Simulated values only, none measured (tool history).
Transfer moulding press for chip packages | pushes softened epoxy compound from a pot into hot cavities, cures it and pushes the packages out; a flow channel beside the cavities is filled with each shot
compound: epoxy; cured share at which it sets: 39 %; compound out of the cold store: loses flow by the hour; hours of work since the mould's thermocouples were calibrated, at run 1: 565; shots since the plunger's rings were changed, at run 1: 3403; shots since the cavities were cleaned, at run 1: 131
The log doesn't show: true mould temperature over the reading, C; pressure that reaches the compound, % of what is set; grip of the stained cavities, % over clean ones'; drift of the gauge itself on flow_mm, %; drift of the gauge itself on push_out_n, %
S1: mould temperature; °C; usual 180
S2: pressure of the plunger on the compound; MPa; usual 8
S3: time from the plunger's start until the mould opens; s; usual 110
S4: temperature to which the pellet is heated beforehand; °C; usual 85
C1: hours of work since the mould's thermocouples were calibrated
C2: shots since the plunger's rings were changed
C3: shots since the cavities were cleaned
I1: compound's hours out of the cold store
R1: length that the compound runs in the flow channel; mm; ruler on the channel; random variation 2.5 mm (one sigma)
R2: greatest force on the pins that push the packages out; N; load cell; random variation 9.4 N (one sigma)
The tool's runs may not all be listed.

{"run": 1, "hour": 0.0, "S1": 180, "S2": 8, "S3": 110, "S4": 85, "C1": 565, "C2": 3403, "C3": 131, "I1": 39.5, "R1": 840, "R2": 490}
{"hour": 17.6, "done": "plunger's sealing rings changed"}
{"hour": 35.7, "done": "cavities cleaned with cleaning compound and waxed"}
{"run": 2, "hour": 52.2, "S1": 182, "S2": 8, "S3": 110, "S4": 85, "C1": 598, "C2": 365, "C3": 183, "I1": 25.3, "R1": 901, "R2": 499}
{"hour": 81.9, "done": "cavities cleaned with cleaning compound and waxed"}
{"run": 3, "hour": 89.3, "S1": 182, "S2": 8, "S3": 110, "S4": 85, "C1": 621, "C2": 757, "C3": 82, "I1": 45.9, "R1": 842, "R2": 460}
{"hour": 128.0, "done": "cavities cleaned with cleaning compound and waxed"}
{"run": 4, "hour": 130.5, "S1": 182, "S2": 8, "S3": 110, "S4": 85, "C1": 648, "C2": 1195, "C3": 28, "I1": 13.1, "R1": 936, "R2": 448}
{"run": 5, "hour": 167.7, "S1": 182, "S2": 8, "S3": 110, "S4": 85, "C1": 673, "C2": 1605, "C3": 438, "I1": 22.1, "R1": 898, "R2": 555}
{"hour": 173.0, "done": "cavities cleaned with cleaning compound and waxed"}
{"hour": 220.1, "done": "cavities cleaned with cleaning compound and waxed"}
{"run": 6, "hour": 222.1, "S1": 182, "S2": 8, "S3": 110, "S4": 85, "C1": 707, "C2": 2172, "C3": 21, "I1": 12.1, "R1": 927, "R2": 438}
{"hour": 266.6, "done": "cavities cleaned with cleaning compound and waxed"}
{"run": 7, "hour": 280.9, "S1": 180, "S2": 8, "S3": 110, "S4": 85, "C1": 745, "C2": 2805, "C3": 158, "I1": 22.3, "R1": 894, "R2": 537}
{"hour": 312.4, "done": "cavities cleaned with cleaning compound and waxed"}
{"run": 8, "hour": 339.2, "S1": 180, "S2": 8, "S3": 110, "S4": 85, "C1": 783, "C2": 3430, "C3": 295, "I1": 10.1, "R1": 930, "R2": 615}
{"hour": 352.3, "done": "plunger's sealing rings changed"}
{"hour": 359.7, "done": "cavities cleaned with cleaning compound and waxed"}
{"run": 9, "hour": 400.0, "S1": 180, "S2": 8, "S3": 119, "S4": 85, "C1": 821, "C2": 510, "C3": 445, "I1": 31.4, "R1": 887, "R2": 538}
{"hour": 406.1, "done": "cavities cleaned with cleaning compound and waxed"}
{"hour": 452.8, "done": "cavities cleaned with cleaning compound and waxed"}
{"run": 10, "hour": 461.0, "S1": 180, "S2": 8, "S3": 119, "S4": 85, "C1": 859, "C2": 1151, "C3": 91, "I1": 27, "R1": 889, "R2": 459}
{"hour": 497.7, "done": "cavities cleaned with cleaning compound and waxed"}
{"run": 11, "hour": 503.4, "S1": 180, "S2": 8, "S3": 119, "S4": 85, "C1": 887, "C2": 1602, "C3": 64, "I1": 30, "R1": 886, "R2": 451}
{"hour": 521.9, "done": "mould's thermocouples calibrated"}
{"hour": 546.8, "done": "cavities cleaned with cleaning compound and waxed"}
{"run": 12, "hour": 558.8, "S1": 180, "S2": 8, "S3": 120, "S4": 85, "C1": 24, "C2": 2174, "C3": 132, "I1": 35.9, "R1": 860, "R2": 426}
{"hour": 592.0, "done": "cavities cleaned with cleaning compound and waxed"}
{"run": 13, "hour": 605.4, "S1": 180, "S2": 8, "S3": 120, "S4": 85, "C1": 54, "C2": 2671, "C3": 147, "I1": 44.8, "R1": 828, "R2": 432}
{"hour": 640.8, "done": "cavities cleaned with cleaning compound and waxed"}
{"run": 14, "hour": 655.6, "S1": 180, "S2": 6.77, "S3": 110, "S4": 85, "C1": 86, "C2": 3208, "C3": 163, "I1": 18.4, "R1": 829, "R2": 530}
{"hour": 686.9, "done": "plunger's sealing rings changed"}
{"hour": 688.4, "done": "cavities cleaned with cleaning compound and waxed"}
{"run": 15, "hour": 688.4, "S1": 180, "S2": 8, "S3": 116, "S4": 93, "C1": 105, "C2": 0, "C3": 0, "I1": 9.4, "R1": 959, "R2": 419}
{"run": 16, "hour": 718.3, "S1": 180, "S2": 6.18, "S3": 116, "S4": 93, "C1": 125, "C2": 330, "C3": 330, "I1": 15.9, "R1": 823, "R2": 545}
{"hour": 734.2, "done": "cavities cleaned with cleaning compound and waxed"}
{"run": 17, "hour": 767.6, "S1": 180, "S2": 8, "S3": 111, "S4": 83, "C1": 157, "C2": 858, "C3": 369, "I1": 25.5, "R1": 898, "R2": 563}
{"hour": 782.5, "done": "cavities cleaned with cleaning compound and waxed"}
{"run": 18, "hour": 795.0, "S1": 180, "S2": 8, "S3": 110, "S4": 94, "C1": 174, "C2": 1143, "C3": 138, "I1": 25.5, "R1": 894, "R2": 495}
{"run": 19, "hour": 821.1, "S1": 172, "S2": 8.93, "S3": 110, "S4": 76, "C1": 192, "C2": 1431, "C3": 426, "I1": 33.7, "R1": 937, "R2": 970}
{"hour": 828.0, "done": "cavities cleaned with cleaning compound and waxed"}
{"run": 20, "hour": 859.6, "S1": 172, "S2": 8.93, "S3": 110, "S4": 76, "C1": 216, "C2": 1839, "C3": 348, "I1": 42.6, "R1": 911, "R2": 860}
{"hour": 876.6, "done": "cavities cleaned with cleaning compound and waxed"}
{"run": 21, "hour": 909.8, "S1": 181, "S2": 8, "S3": 110, "S4": 79, "C1": 249, "C2": 2376, "C3": 366, "I1": 28.4, "R1": 880, "R2": 570}
{"hour": 921.4, "done": "cavities cleaned with cleaning compound and waxed"}
{"run": 22, "hour": 939.2, "S1": 181, "S2": 8, "S3": 110, "S4": 79, "C1": 267, "C2": 2684, "C3": 197, "I1": 25.6, "R1": 882, "R2": 528}
{"hour": 966.4, "done": "cavities cleaned with cleaning compound and waxed"}
{"run": 23, "hour": 987.5, "S1": 180, "S2": 6.26, "S3": 110, "S4": 85, "C1": 299, "C2": 3200, "C3": 233, "I1": 30, "R1": 767, "R2": 526}
{"hour": 1012.4, "done": "cavities cleaned with cleaning compound and waxed"}
{"hour": 1020.1, "done": "plunger's sealing rings changed"}
{"run": 24, "hour": 1045.9, "S1": 182, "S2": 6.29, "S3": 114, "S4": 79, "C1": 335, "C2": 285, "C3": 342, "I1": 12.2, "R1": 834, "R2": 495}
{"hour": 1059.1, "done": "cavities cleaned with cleaning compound and waxed"}
{"run": 25, "hour": 1078.9, "S1": 180, "S2": 8, "S3": 127, "S4": 85, "C1": 356, "C2": 632, "C3": 218, "I1": 19.6, "R1": 925, "R2": 462}
{"hour": 1105.0, "done": "cavities cleaned with cleaning compound and waxed"}
{"run": 26, "hour": 1117.6, "S1": 180, "S2": 8, "S3": 127, "S4": 85, "C1": 381, "C2": 1043, "C3": 140, "I1": 29.4, "R1": 889, "R2": 400}
{"hour": 1152.0, "done": "cavities cleaned with cleaning compound and waxed"}
{"run": 27, "hour": 1169.4, "S1": 173, "S2": 8, "S3": 127, "S4": 75, "C1": 414, "C2": 1597, "C3": 192, "I1": 47.9, "R1": 849, "R2": 588}

3 ways to go on from here, each from the tool as it stands after run 27. What would each give?
{"run": "A", "hour": 1194.1, "S1": 179, "S2": 8, "S3": 127, "S4": 93, "C1": 431, "C2": 1869, "C3": 464, "I1": 13.3, "R1": "?", "R2": "?"}
{"run": "B", "hour": 1194.1, "S1": 173, "S2": 6.04, "S3": 127, "S4": 93, "C1": 431, "C2": 1869, "C3": 464, "I1": 19.2, "R1": "?", "R2": "?"}
{"run": "C", "hour": 1194.1, "S1": 173, "S2": 7.78, "S3": 117, "S4": 87, "C1": 431, "C2": 1869, "C3": 464, "I1": 36.8, "R1": "?", "R2": "?"}

run=A R1=934 R2=515
run=B R1=807 R2=667
run=C R1=863 R2=788
Without the tool's hidden state the same runs would have given:
run=A R1=949 R2=375
run=B R1=820 R2=481
run=C R1=877 R2=569
